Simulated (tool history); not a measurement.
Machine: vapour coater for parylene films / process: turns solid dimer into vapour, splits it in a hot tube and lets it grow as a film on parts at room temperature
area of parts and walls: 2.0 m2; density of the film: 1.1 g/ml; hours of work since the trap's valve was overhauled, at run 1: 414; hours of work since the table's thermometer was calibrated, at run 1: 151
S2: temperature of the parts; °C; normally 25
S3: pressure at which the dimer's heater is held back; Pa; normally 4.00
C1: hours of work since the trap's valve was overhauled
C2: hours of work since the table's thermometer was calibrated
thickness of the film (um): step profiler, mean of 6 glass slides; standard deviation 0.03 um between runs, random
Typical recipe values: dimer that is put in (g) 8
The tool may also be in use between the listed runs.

{"run": 1, "hour": 0.0, "dimer that is put in (g)": 8, "S2": 25, "S3": 4.0, "C1": 414, "C2": 151, "thickness of the film (um)": 2.51}
{"run": 2, "hour": 12.3, "dimer that is put in (g)": 8, "S2": 25, "S3": 4.0, "C1": 420, "C2": 157, "thickness of the film (um)": 2.55}
{"run": 3, "hour": 25.2, "dimer that is put in (g)": 8, "S2": 25, "S3": 4.0, "C1": 426, "C2": 163, "thickness of the film (um)": 2.48}
{"run": 4, "hour": 42.1, "dimer that is put in (g)": 8, "S2": 25, "S3": 4.0, "C1": 434, "C2": 171, "thickness of the film (um)": 2.49}
{"run": 5, "hour": 50.5, "dimer that is put in (g)": 8, "S2": 25, "S3": 4.0, "C1": 438, "C2": 175, "thickness of the film (um)": 2.46}
{"run": 6, "hour": 62.2, "dimer that is put in (g)": 8, "S2": 25, "S3": 4.0, "C1": 443, "C2": 181, "thickness of the film (um)": 2.49}
{"run": 7, "hour": 69.4, "dimer that is put in (g)": 8, "S2": 30, "S3": 4.0, "C1": 447, "C2": 184, "thickness of the film (um)": 1.98}
{"run": 8, "hour": 82.8, "dimer that is put in (g)": 8, "S2": 30, "S3": 4.0, "C1": 453, "C2": 190, "thickness of the film (um)": 1.98}
{"run": 9, "hour": 96.2, "dimer that is put in (g)": 8, "S2": 30, "S3": 4.0, "C1": 459, "C2": 197, "thickness of the film (um)": 2.0}
{"run": 10, "hour": 113.6, "dimer that is put in (g)": 8, "S2": 30, "S3": 4.0, "C1": 467, "C2": 205, "thickness of the film (um)": 1.97}
{"run": 11, "hour": 122.9, "dimer that is put in (g)": 8, "S2": 30, "S3": 4.0, "C1": 472, "C2": 209, "thickness of the film (um)": 1.99}
{"run": 12, "hour": 132.1, "dimer that is put in (g)": 8, "S2": 31, "S3": 4.0, "C1": 476, "C2": 213, "thickness of the film (um)": 1.92}
{"run": 13, "hour": 144.4, "dimer that is put in (g)": 5, "S2": 31, "S3": 4.0, "C1": 482, "C2": 219, "thickness of the film (um)": 1.16}
{"run": 14, "hour": 157.5, "dimer that is put in (g)": 8, "S2": 25, "S3": 4.0, "C1": 488, "C2": 225, "thickness of the film (um)": 2.43}
{"run": 15, "hour": 170.9, "dimer that is put in (g)": 8, "S2": 25, "S3": 4.0, "C1": 494, "C2": 232, "thickness of the film (um)": 2.45}
{"run": 16, "hour": 186.1, "dimer that is put in (g)": 8, "S2": 25, "S3": 4.0, "C1": 501, "C2": 239, "thickness of the film (um)": 2.5}
{"run": 17, "hour": 194.2, "dimer that is put in (g)": 8, "S2": 25, "S3": 4.0, "C1": 505, "C2": 243, "thickness of the film (um)": 2.4}
{"run": 18, "hour": 209.5, "dimer that is put in (g)": 8, "S2": 25, "S3": 4.0, "C1": 512, "C2": 250, "thickness of the film (um)": 2.49}
{"hour": 214.9, "done": "trap's valve overhauled"}
{"run": 19, "hour": 227.1, "dimer that is put in (g)": 8, "S2": 25, "S3": 4.0, "C1": 6, "C2": 256, "thickness of the film (um)": 2.26}
{"run": 20, "hour": 239.6, "dimer that is put in (g)": 8, "S2": 25, "S3": 4.0, "C1": 12, "C2": 262, "thickness of the film (um)": 2.28}
{"run": 21, "hour": 249.6, "dimer that is put in (g)": 8, "S2": 20, "S3": 4.0, "C1": 16, "C2": 267, "thickness of the film (um)": 2.83}
{"run": 22, "hour": 257.3, "dimer that is put in (g)": 12, "S2": 20, "S3": 4.0, "C1": 20, "C2": 270, "thickness of the film (um)": 4.15}
{"hour": 273.9, "done": "trap's valve overhauled, once more"}
{"run": 23, "hour": 273.9, "dimer that is put in (g)": 8, "S2": 25, "S3": 4.0, "C1": 0, "C2": 276, "thickness of the film (um)": 2.71}
{"run": 24, "hour": 287.9, "dimer that is put in (g)": 8, "S2": 29, "S3": 4.0, "C1": 7, "C2": 283, "thickness of the film (um)": 2.23}
{"run": 25, "hour": 300.0, "dimer that is put in (g)": 8, "S2": 29, "S3": 4.0, "C1": 12, "C2": 289, "thickness of the film (um)": 2.26}
{"run": 26, "hour": 309.7, "dimer that is put in (g)": 11, "S2": 22, "S3": 2.07, "C1": 17, "C2": 293, "thickness of the film (um)": 4.52}
{"run": 27, "hour": 323.0, "dimer that is put in (g)": 4, "S2": 28, "S3": 4.0, "C1": 23, "C2": 299, "thickness of the film (um)": 1.18}
{"run": 28, "hour": 331.9, "dimer that is put in (g)": 4, "S2": 28, "S3": 4.0, "C1": 27, "C2": 304, "thickness of the film (um)": 1.16}
{"run": 29, "hour": 349.6, "dimer that is put in (g)": 4, "S2": 18, "S3": 3.16, "C1": 36, "C2": 312, "thickness of the film (um)": 1.73}
{"run": 30, "hour": 361.4, "dimer that is put in (g)": 4, "S2": 18, "S3": 3.16, "C1": 41, "C2": 317, "thickness of the film (um)": 1.79}

Run 31, settings as shown, results not yet in. Your forecast:
{"run": 31, "hour": 374.4, "dimer that is put in (g)": 6, "S2": 25, "S3": 4.0, "C1": 47, "C2": 324, "thickness of the film (um)": "?"}

thickness of the film (um): 1.99
Had the tool carried no hidden state, the very same run would have given thickness of the film (um) 2.06.
